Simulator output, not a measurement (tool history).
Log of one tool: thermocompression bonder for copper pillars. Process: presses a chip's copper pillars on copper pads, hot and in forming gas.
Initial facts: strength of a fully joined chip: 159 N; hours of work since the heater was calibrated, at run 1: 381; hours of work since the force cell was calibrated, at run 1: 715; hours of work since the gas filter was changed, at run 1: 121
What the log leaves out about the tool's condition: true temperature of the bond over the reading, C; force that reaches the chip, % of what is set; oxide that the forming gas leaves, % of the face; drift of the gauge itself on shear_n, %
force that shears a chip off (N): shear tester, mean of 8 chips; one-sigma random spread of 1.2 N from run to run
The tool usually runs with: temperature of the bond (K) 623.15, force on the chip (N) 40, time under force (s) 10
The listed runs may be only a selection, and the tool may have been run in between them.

run	hour	temperature of the bond (K)	force on the chip (N)	time under force (s)	hours of work since the heater was calibrated	hours of work since the force cell was calibrated	hours of work since the gas filter was changed	force that shears a chip off (N)
1	0	623.15	40	10	381	715	121	93.7
2	53.5	623.15	40	6	408	741	147	81.1
3	85.7	623.15	40	6	423	757	163	80.3
4	122.1	623.15	40	6	441	775	181	81.8
5	174.2	623.15	40	6	467	800	207	81.7
6	204.2	623.15	40	10	482	815	221	92
7	228.2	623.15	40	10	493	827	233	93
8	284.1	623.15	40	10	521	854	261	92.9
9	337	623.15	40	10	547	880	287	92.6
10	371.4	623.15	40	10	564	897	304	92
11	399	623.15	40	10	577	911	317	92.4
12	448.1	623.15	40	10	602	935	341	92.8
13	475	593.15	40	10	615	948	355	72.5
14	529.2	593.15	40	10	641	975	381	70.7
15	581.3	593.15	40	10	667	1000	407	68.8
# hour 614.3: forming gas filter changed
16	614.3	612.15	26	13	683	1016	0	63.1
17	664.3	612.15	26	13	708	1041	25	63.6
18	705	645.15	58	9	728	1061	45	130.7
19	735.3	623.15	56	17	742	1076	60	132.9
20	758.9	647.15	40	11	754	1087	71	111.1
21	802.4	640.15	40	11	775	1109	93	107.5
22	855.4	640.15	40	11	802	1135	119	105.8
23	889.6	630.15	40	6	818	1152	135	80.4
24	929	630.15	40	6	838	1171	155	82.1

How would selected steps in force that shears a chip off (N) from run to run divide? Give the signed amount a tool lacking its hidden state would still show from settings, what came in and random variation, and the signed amount left for the hidden state, including any gauge scatter that is not in both of the compared results.
Run 15 -> 16: temperature of the bond (K) 593.15 -> 612.15, force on the chip (N) 40 -> 26, time under force (s) 10 -> 13, forming gas filter changed. force that shears a chip off (N) -5.7: hidden state +5.6, all else -11.3.
Run 17 -> 18: temperature of the bond (K) 612.15 -> 645.15, force on the chip (N) 26 -> 58, time under force (s) 13 -> 9. force that shears a chip off (N) +67.1: hidden state +0.8, all else +66.3.
Run 19 -> 20: temperature of the bond (K) 623.15 -> 647.15, force on the chip (N) 56 -> 40, time under force (s) 17 -> 11. force that shears a chip off (N) -21.8: hidden state -2.2, all else -19.6.
Run 22 -> 23: temperature of the bond (K) 640.15 -> 630.15, time under force (s) 11 -> 6. force that shears a chip off (N) -25.4: hidden state +0.1, all else -25.5.

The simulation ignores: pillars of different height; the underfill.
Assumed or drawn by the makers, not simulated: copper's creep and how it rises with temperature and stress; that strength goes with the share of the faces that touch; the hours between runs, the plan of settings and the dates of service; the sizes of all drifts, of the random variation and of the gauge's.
